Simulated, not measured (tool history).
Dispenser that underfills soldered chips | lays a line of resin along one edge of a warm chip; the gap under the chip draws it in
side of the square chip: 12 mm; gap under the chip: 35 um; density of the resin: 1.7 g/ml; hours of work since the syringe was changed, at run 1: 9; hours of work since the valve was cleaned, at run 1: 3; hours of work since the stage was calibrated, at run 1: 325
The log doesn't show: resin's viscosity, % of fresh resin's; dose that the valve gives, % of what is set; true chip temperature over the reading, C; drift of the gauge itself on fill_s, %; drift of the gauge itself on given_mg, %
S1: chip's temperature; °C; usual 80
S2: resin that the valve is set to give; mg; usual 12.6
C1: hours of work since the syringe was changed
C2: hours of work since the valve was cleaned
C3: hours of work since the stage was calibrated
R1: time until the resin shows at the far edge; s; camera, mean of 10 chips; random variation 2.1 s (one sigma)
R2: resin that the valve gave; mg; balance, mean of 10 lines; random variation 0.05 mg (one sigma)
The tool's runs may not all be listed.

{"run": 1, "hour": 0.0, "S1": 80, "S2": 12.6, "C1": 9, "C2": 3, "C3": 325, "R1": 342.9, "R2": 12.62}
{"hour": 5.7, "done": "new syringe of resin"}
{"run": 2, "hour": 7.3, "S1": 80, "S2": 12.6, "C1": 1, "C2": 7, "C3": 330, "R1": 202.9, "R2": 12.61}
{"run": 3, "hour": 20.9, "S1": 80, "S2": 11.4, "C1": 9, "C2": 16, "C3": 338, "R1": 347.4, "R2": 11.33}
{"hour": 25.9, "done": "new syringe of resin"}
{"run": 4, "hour": 28.6, "S1": 80, "S2": 11.4, "C1": 2, "C2": 20, "C3": 343, "R1": 221.6, "R2": 11.39}
{"run": 5, "hour": 40.5, "S1": 83, "S2": 12.6, "C1": 9, "C2": 28, "C3": 350, "R1": 293, "R2": 12.44}
{"hour": 46.3, "done": "new syringe of resin"}
{"run": 6, "hour": 50.9, "S1": 92, "S2": 12.6, "C1": 3, "C2": 34, "C3": 356, "R1": 124.9, "R2": 12.46}
{"run": 7, "hour": 59.9, "S1": 92, "S2": 12.6, "C1": 8, "C2": 39, "C3": 362, "R1": 179.9, "R2": 12.41}
{"hour": 67.4, "done": "new syringe of resin"}
{"run": 8, "hour": 74.1, "S1": 80, "S2": 11.2, "C1": 4, "C2": 48, "C3": 370, "R1": 255.8, "R2": 10.99}
{"run": 9, "hour": 86.5, "S1": 80, "S2": 11.2, "C1": 12, "C2": 56, "C3": 378, "R1": 419.7, "R2": 10.96}
{"hour": 87.8, "done": "new syringe of resin"}
{"run": 10, "hour": 94.9, "S1": 80, "S2": 11.2, "C1": 4, "C2": 61, "C3": 383, "R1": 261.3, "R2": 10.9}
{"run": 11, "hour": 103.6, "S1": 80, "S2": 11.2, "C1": 10, "C2": 66, "C3": 388, "R1": 366.4, "R2": 10.94}
{"hour": 108.2, "done": "new syringe of resin"}
{"run": 12, "hour": 110.5, "S1": 80, "S2": 15.7, "C1": 1, "C2": 70, "C3": 392, "R1": 205.2, "R2": 15.21}
{"hour": 118.5, "done": "dispensing valve cleaned and set on the balance"}
{"run": 13, "hour": 121.7, "S1": 80, "S2": 15.7, "C1": 8, "C2": 2, "C3": 399, "R1": 301.7, "R2": 15.74}
{"hour": 129.5, "done": "new syringe of resin"}
{"run": 14, "hour": 135.4, "S1": 80, "S2": 15.7, "C1": 4, "C2": 10, "C3": 407, "R1": 230.7, "R2": 15.68}
{"run": 15, "hour": 148.7, "S1": 80, "S2": 15.7, "C1": 12, "C2": 18, "C3": 415, "R1": 392.7, "R2": 15.68}
{"hour": 150.5, "done": "new syringe of resin"}
{"run": 16, "hour": 157.5, "S1": 80, "S2": 15.7, "C1": 4, "C2": 24, "C3": 420, "R1": 241.1, "R2": 15.51}
{"hour": 170.7, "done": "new syringe of resin"}
{"run": 17, "hour": 172.3, "S1": 80, "S2": 12.6, "C1": 1, "C2": 33, "C3": 429, "R1": 197.5, "R2": 12.4}
{"run": 18, "hour": 186.0, "S1": 80, "S2": 16, "C1": 9, "C2": 41, "C3": 438, "R1": 331, "R2": 15.72}
{"hour": 191.2, "done": "new syringe of resin"}
{"run": 19, "hour": 200.9, "S1": 80, "S2": 16, "C1": 6, "C2": 50, "C3": 447, "R1": 267.4, "R2": 15.61}
{"hour": 211.7, "done": "new syringe of resin"}
{"run": 20, "hour": 212.9, "S1": 87, "S2": 12.5, "C1": 1, "C2": 57, "C3": 454, "R1": 138.5, "R2": 12.14}
{"run": 21, "hour": 224.4, "S1": 73, "S2": 15.1, "C1": 8, "C2": 64, "C3": 461, "R1": 437.7, "R2": 14.75}
{"hour": 231.5, "done": "new syringe of resin"}
{"run": 22, "hour": 236.3, "S1": 68, "S2": 15, "C1": 3, "C2": 72, "C3": 468, "R1": 413.2, "R2": 14.59}
{"hour": 242.5, "done": "dispensing valve cleaned and set on the balance"}
{"run": 23, "hour": 244.5, "S1": 68, "S2": 15, "C1": 7, "C2": 1, "C3": 473, "R1": 548.6, "R2": 15.07}
{"hour": 252.6, "done": "new syringe of resin"}
{"run": 24, "hour": 260.8, "S1": 68, "S2": 15, "C1": 5, "C2": 11, "C3": 483, "R1": 473.1, "R2": 14.99}
{"run": 25, "hour": 270.5, "S1": 80, "S2": 13, "C1": 11, "C2": 17, "C3": 489, "R1": 367.3, "R2": 12.92}
{"hour": 273.2, "done": "new syringe of resin"}
{"run": 26, "hour": 285.7, "S1": 80, "S2": 13, "C1": 8, "C2": 26, "C3": 498, "R1": 298.7, "R2": 12.93}
{"hour": 294.2, "done": "new syringe of resin"}
{"run": 27, "hour": 294.4, "S1": 80, "S2": 13, "C1": 0, "C2": 31, "C3": 503, "R1": 184.7, "R2": 12.88}
{"hour": 296.9, "done": "stage's temperature calibrated"}
{"run": 28, "hour": 309.1, "S1": 80, "S2": 13, "C1": 9, "C2": 40, "C3": 8, "R1": 352.8, "R2": 12.79}
{"hour": 315.8, "done": "new syringe of resin"}
{"run": 29, "hour": 320.4, "S1": 81, "S2": 13.4, "C1": 3, "C2": 47, "C3": 14, "R1": 237, "R2": 13.18}
{"run": 30, "hour": 329.8, "S1": 81, "S2": 13.4, "C1": 9, "C2": 53, "C3": 20, "R1": 339.4, "R2": 13.06}
{"hour": 336.6, "done": "new syringe of resin"}
{"run": 31, "hour": 344.7, "S1": 83, "S2": 13.4, "C1": 5, "C2": 62, "C3": 29, "R1": 242.2, "R2": 13.13}
{"hour": 356.8, "done": "new syringe of resin"}
{"run": 32, "hour": 357.0, "S1": 67, "S2": 13.4, "C1": 0, "C2": 69, "C3": 37, "R1": 412.8, "R2": 13.03}
{"hour": 366.6, "done": "dispensing valve cleaned and set on the balance"}
{"run": 33, "hour": 371.9, "S1": 78, "S2": 11.7, "C1": 9, "C2": 3, "C3": 45, "R1": 396.9, "R2": 11.72}
{"hour": 378.6, "done": "new syringe of resin"}
{"run": 34, "hour": 380.7, "S1": 78, "S2": 11.7, "C1": 1, "C2": 8, "C3": 50, "R1": 252.5, "R2": 11.68}

Forecast each of these 4 alternatives for the next run:
{"run": "A", "hour": 394.4, "S1": 74, "S2": 13.2, "C1": 10, "C2": 17, "C3": 59, "R1": "?", "R2": "?"}
{"run": "B", "hour": 394.4, "S1": 74, "S2": 16.3, "C1": 10, "C2": 17, "C3": 59, "R1": "?", "R2": "?"}
{"run": "C", "hour": 394.4, "S1": 82, "S2": 11.7, "C1": 10, "C2": 17, "C3": 59, "R1": "?", "R2": "?"}
{"run": "D", "hour": 394.4, "S1": 72, "S2": 15.1, "C1": 10, "C2": 17, "C3": 59, "R1": "?", "R2": "?"}

run=A R1=531.4 R2=13.11
run=B R1=509.8 R2=16.15
run=C R1=355.7 R2=11.63
run=D R1=566.3 R2=14.87
Without the tool's hidden state the same runs would have given:
run=A R1=285 R2=13.2
run=B R1=273.7 R2=16.27
run=C R1=190.5 R2=11.71
run=D R1=303.9 R2=14.97
